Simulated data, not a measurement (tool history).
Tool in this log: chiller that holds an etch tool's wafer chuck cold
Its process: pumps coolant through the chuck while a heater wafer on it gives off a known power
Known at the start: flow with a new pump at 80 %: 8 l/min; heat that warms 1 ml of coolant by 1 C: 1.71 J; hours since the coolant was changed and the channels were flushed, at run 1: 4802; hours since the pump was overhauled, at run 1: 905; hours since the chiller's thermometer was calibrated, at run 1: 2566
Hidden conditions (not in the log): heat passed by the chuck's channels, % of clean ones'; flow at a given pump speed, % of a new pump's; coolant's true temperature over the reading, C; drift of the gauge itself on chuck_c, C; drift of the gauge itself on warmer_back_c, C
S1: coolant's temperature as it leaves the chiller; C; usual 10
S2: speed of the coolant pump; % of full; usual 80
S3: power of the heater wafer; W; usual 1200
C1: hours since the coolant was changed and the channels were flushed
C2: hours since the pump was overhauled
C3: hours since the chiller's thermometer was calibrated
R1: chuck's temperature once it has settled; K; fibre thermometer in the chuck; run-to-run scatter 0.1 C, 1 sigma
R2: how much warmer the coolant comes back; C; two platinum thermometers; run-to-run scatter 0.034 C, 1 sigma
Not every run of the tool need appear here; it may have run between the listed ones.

run 1 hour=0 | S1=10 S2=80 S3=1200 | C1=4802 C2=905 C3=2566 | R1=294.25 R2=5.25
run 2 hour=54.6 | S1=10 S2=67 S3=1200 | C1=4857 C2=959 C3=2620 | R1=295.85 R2=6.41
run 3 hour=98.7 | S1=10 S2=80 S3=961 | C1=4901 C2=1003 C3=2664 | R1=292.15 R2=4.31
run 4 hour=130.8 | S1=10 S2=80 S3=961 | C1=4933 C2=1035 C3=2697 | R1=291.95 R2=4.29
run 5 hour=186.3 | S1=7 S2=80 S3=961 | C1=4988 C2=1091 C3=2752 | R1=289.15 R2=4.27
run 6 hour=237.8 | S1=10 S2=73 S3=1200 | C1=5040 C2=1142 C3=2804 | R1=295.15 R2=5.88
run 7 hour=274 | S1=10 S2=73 S3=1200 | C1=5076 C2=1179 C3=2840 | R1=295.05 R2=5.95
run 8 hour=331.4 | S1=10 S2=73 S3=1200 | C1=5133 C2=1236 C3=2897 | R1=295.05 R2=5.9
run 9 hour=362.2 | S1=10 S2=73 S3=1200 | C1=5164 C2=1267 C3=2928 | R1=294.95 R2=5.95
run 10 hour=395.4 | S1=10 S2=80 S3=1200 | C1=5197 C2=1300 C3=2961 | R1=294.25 R2=5.44
run 11 hour=431.6 | S1=10 S2=83 S3=1200 | C1=5234 C2=1336 C3=2997 | R1=294.05 R2=5.19
run 12 hour=470.8 | S1=10 S2=83 S3=1200 | C1=5273 C2=1376 C3=3037 | R1=294.05 R2=5.23
run 13 hour=501.8 | S1=10 S2=83 S3=1200 | C1=5304 C2=1406 C3=3068 | R1=294.05 R2=5.3
run 14 hour=529.7 | S1=10 S2=83 S3=1200 | C1=5332 C2=1434 C3=3096 | R1=294.15 R2=5.27
run 15 hour=593.8 | S1=17 S2=80 S3=1200 | C1=5396 C2=1498 C3=3160 | R1=301.55 R2=5.52
run 16 hour=623.2 | S1=17 S2=80 S3=1200 | C1=5425 C2=1528 C3=3189 | R1=301.15 R2=5.5
run 17 hour=686.2 | S1=11 S2=80 S3=1200 | C1=5488 C2=1591 C3=3252 | R1=295.25 R2=5.53
run 18 hour=732.9 | S1=11 S2=80 S3=1200 | C1=5535 C2=1638 C3=3299 | R1=295.25 R2=5.57

Expected results for the next run?
run 19 hour=798.6 | S1=11 S2=80 S3=1200 | C1=5601 C2=1703 C3=3364 | R1=? R2=?

{"run 19": {"R1": 295.35, "R2": 5.56}}
If the tool had no hidden condition, the same run with the same run-to-run variation would have returned R1 295.25 K, R2 5.24 C.

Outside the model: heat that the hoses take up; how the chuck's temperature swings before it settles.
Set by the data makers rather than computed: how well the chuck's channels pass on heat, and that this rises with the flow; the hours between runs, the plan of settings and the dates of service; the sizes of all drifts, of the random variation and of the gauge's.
